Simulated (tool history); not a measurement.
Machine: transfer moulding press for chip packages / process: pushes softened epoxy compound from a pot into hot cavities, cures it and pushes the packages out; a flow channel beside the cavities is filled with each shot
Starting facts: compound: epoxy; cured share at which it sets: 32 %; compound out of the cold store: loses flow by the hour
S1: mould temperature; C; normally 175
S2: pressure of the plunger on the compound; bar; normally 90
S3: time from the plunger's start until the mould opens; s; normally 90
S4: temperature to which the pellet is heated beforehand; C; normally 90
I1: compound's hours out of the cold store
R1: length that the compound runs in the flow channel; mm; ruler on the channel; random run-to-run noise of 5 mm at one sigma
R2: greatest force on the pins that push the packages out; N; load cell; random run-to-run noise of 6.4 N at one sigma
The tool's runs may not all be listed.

run   hour   S1     S2   S3  S4    I1   R1   R2
  1      0  175     90   90  90  24.7  813  337
  2   37.7  175     90   90  90    18  832  384
      62.1  -- cavities cleaned with cleaning compound and waxed
  3   77.8  175     90   90  90  32.1  779  274
  4     99  175     90   90  90  37.4  761  309
  5  119.2  180     90   90  90  34.4  752  307
  6  146.4  175  101.5   90  90  14.6  887  379
     163.5  -- cavities cleaned with cleaning compound and waxed
  7  188.8  175  101.5   90  90  27.3  825  308
     209.1  -- plunger's sealing rings changed
  8  233.9  175  101.5   90  90  13.9  941  371
     266.2  -- cavities cleaned with cleaning compound and waxed
  9    277  175     90   90  90  32.7  819  266
     301.1  -- mould's thermocouples calibrated
 10    312  175     90   90  90    35  807  329
 11    354  175     90   74  90  19.3  867  557
     369.2  -- cavities cleaned with cleaning compound and waxed
 12  380.6  175     90   90  90  14.1  875  276
 13  409.5  175     90   90  90  36.6  783  325
 14  445.9  175     90   90  90  30.5  807  366
     471.4  -- cavities cleaned with cleaning compound and waxed
 15  471.4  175     90   90  90  43.6  752  244
 16    503  178   86.3   73  90  20.1  815  383
 17  530.3  178   90.5   73  94  31.6  778  420
     572.4  -- cavities cleaned with cleaning compound and waxed
 18  573.1  178   90.5   73  94  28.7  786  299
 19  602.2  175     89  111  88  27.3  792  291
 20  621.6  175     89  111  88  14.7  840  298
 21  664.2  173     90   90  88   8.9  879  449
     675.4  -- cavities cleaned with cleaning compound and waxed
 22  700.8  171   73.6  121  85  16.6  758  296
       712  -- plunger's sealing rings changed
 23  735.9  171   95.1  121  97  30.8  862  327
 24  773.8  171   71.3  121  97  16.8  795  355
     780.6  -- cavities cleaned with cleaning compound and waxed
 25  793.5  177     90   90  90  27.9  819  272
 26  825.4  177   68.3   90  90  22.1  730  308
 27  866.1  176  109.3   93  82  11.8  963  376
     880.8  -- cavities cleaned with cleaning compound and waxed
 28  909.9  176   96.7   93  88  37.3  801  294
 29  949.6  176   96.7   93  88    19  862  352

A few steps of R1 between consecutive runs. Split each: what settings, incoming material and random variation would produce without the hidden state, and what is left over for the hidden state, along with gauge scatter present in only one of the two compared results (measured, and without hidden state):
Hidden state present: true mould temperature over the reading, C; pressure that reaches the compound, % of what is set; grip of the stained cavities, % over clean ones'; drift of the gauge itself on flow_mm, %; drift of the gauge itself on push_out_n, %.
Run 7 -> 8: plunger's sealing rings changed. R1 +116 mm: hidden state +52, all else +64.
Run 22 -> 23: S2 73.6 -> 95.1, S4 85 -> 97, plunger's sealing rings changed. R1 +104 mm: hidden state +47, all else +57.
Run 26 -> 27: S1 177 -> 176, S2 68.3 -> 109.3, S3 90 -> 93, S4 90 -> 82. R1 +233 mm: hidden state -11, all else +244.
Run 27 -> 28: S2 109.3 -> 96.7, S4 82 -> 88, cavities cleaned with cleaning compound and waxed. R1 -162 mm: hidden state +0, all else -162.
